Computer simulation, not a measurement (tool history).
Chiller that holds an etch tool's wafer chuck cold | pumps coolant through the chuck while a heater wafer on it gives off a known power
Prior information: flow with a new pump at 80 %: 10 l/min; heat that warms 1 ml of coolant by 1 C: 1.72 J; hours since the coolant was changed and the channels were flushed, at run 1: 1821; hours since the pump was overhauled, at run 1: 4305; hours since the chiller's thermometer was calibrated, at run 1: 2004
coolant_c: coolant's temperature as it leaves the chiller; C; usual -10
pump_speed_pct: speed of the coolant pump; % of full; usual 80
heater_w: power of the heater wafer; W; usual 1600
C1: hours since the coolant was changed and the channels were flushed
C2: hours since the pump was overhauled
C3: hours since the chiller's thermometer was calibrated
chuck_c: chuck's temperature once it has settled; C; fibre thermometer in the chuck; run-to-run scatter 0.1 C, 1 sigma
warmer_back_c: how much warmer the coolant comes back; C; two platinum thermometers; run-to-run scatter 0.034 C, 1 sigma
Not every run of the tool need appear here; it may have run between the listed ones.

run 1 hour=0.0 | coolant_c=-10 pump_speed_pct=80 heater_w=1600 | C1=1821 C2=4305 C3=2004 | chuck_c=9.4 warmer_back_c=6.59
run 2 hour=98.1 | coolant_c=-10 pump_speed_pct=80 heater_w=1600 | C1=1919 C2=4403 C3=2103 | chuck_c=9.7 warmer_back_c=6.64
run 3 hour=175.4 | coolant_c=-10 pump_speed_pct=80 heater_w=1600 | C1=1996 C2=4481 C3=2180 | chuck_c=9.7 warmer_back_c=6.67
run 4 hour=248.3 | coolant_c=-10 pump_speed_pct=80 heater_w=1600 | C1=2069 C2=4554 C3=2253 | chuck_c=9.9 warmer_back_c=6.64
run 5 hour=323.2 | coolant_c=-10 pump_speed_pct=80 heater_w=1600 | C1=2144 C2=4629 C3=2328 | chuck_c=9.9 warmer_back_c=6.69
run 6 hour=426.3 | coolant_c=-10 pump_speed_pct=80 heater_w=1600 | C1=2247 C2=4732 C3=2431 | chuck_c=10.1 warmer_back_c=6.72
run 7 hour=538.2 | coolant_c=-10 pump_speed_pct=80 heater_w=1600 | C1=2359 C2=4844 C3=2543 | chuck_c=10.4 warmer_back_c=6.69
run 8 hour=588.4 | coolant_c=-10 pump_speed_pct=80 heater_w=1600 | C1=2409 C2=4894 C3=2593 | chuck_c=10.2 warmer_back_c=6.84
run 9 hour=684.8 | coolant_c=-10 pump_speed_pct=80 heater_w=1600 | C1=2506 C2=4990 C3=2689 | chuck_c=10.4 warmer_back_c=6.75
run 10 hour=792.0 | coolant_c=-3 pump_speed_pct=62 heater_w=1392 | C1=2613 C2=5097 C3=2796 | chuck_c=18.0 warmer_back_c=7.69
run 11 hour=902.9 | coolant_c=-4 pump_speed_pct=84 heater_w=1600 | C1=2724 C2=5208 C3=2907 | chuck_c=16.3 warmer_back_c=6.45
run 12 hour=959.8 | coolant_c=-10 pump_speed_pct=97 heater_w=2022 | C1=2781 C2=5265 C3=2964 | chuck_c=13.6 warmer_back_c=7.18
-- hour=1015.1 chiller's thermometer calibrated
run 13 hour=1055.1 | coolant_c=-19 pump_speed_pct=100 heater_w=2022 | C1=2875 C2=5360 C3=40 | chuck_c=4.3 warmer_back_c=7.04
run 14 hour=1125.9 | coolant_c=-20 pump_speed_pct=87 heater_w=2285 | C1=2946 C2=5430 C3=111 | chuck_c=8.9 warmer_back_c=9.11
run 15 hour=1195.6 | coolant_c=-4 pump_speed_pct=79 heater_w=2032 | C1=3016 C2=5500 C3=181 | chuck_c=23.3 warmer_back_c=8.95
run 16 hour=1257.3 | coolant_c=-16 pump_speed_pct=79 heater_w=818 | C1=3077 C2=5562 C3=242 | chuck_c=-5.1 warmer_back_c=3.62
run 17 hour=1319.6 | coolant_c=-9 pump_speed_pct=81 heater_w=877 | C1=3140 C2=5624 C3=305 | chuck_c=2.8 warmer_back_c=3.74
run 18 hour=1422.0 | coolant_c=-14 pump_speed_pct=82 heater_w=1019 | C1=3242 C2=5726 C3=407 | chuck_c=-0.3 warmer_back_c=4.33

Here are 3 independent what-if runs from the current tool condition. What would each one return?
run A hour=1526.7 | coolant_c=-6 pump_speed_pct=82 heater_w=865 | C1=3347 C2=5831 C3=512 | chuck_c=? warmer_back_c=?
run B hour=1526.7 | coolant_c=-11 pump_speed_pct=87 heater_w=1262 | C1=3347 C2=5831 C3=512 | chuck_c=? warmer_back_c=?
run C hour=1526.7 | coolant_c=-2 pump_speed_pct=89 heater_w=899 | C1=3347 C2=5831 C3=512 | chuck_c=? warmer_back_c=?

run=A chuck_c=5.7 warmer_back_c=3.64
run=B chuck_c=5.5 warmer_back_c=5.09
run=C chuck_c=9.7 warmer_back_c=3.53
With the hidden condition removed and each run's random variation left untouched, the same runs would have given:
run=A chuck_c=2.6 warmer_back_c=2.87
run=B chuck_c=1.3 warmer_back_c=4.02
run=C chuck_c=6.7 warmer_back_c=2.78

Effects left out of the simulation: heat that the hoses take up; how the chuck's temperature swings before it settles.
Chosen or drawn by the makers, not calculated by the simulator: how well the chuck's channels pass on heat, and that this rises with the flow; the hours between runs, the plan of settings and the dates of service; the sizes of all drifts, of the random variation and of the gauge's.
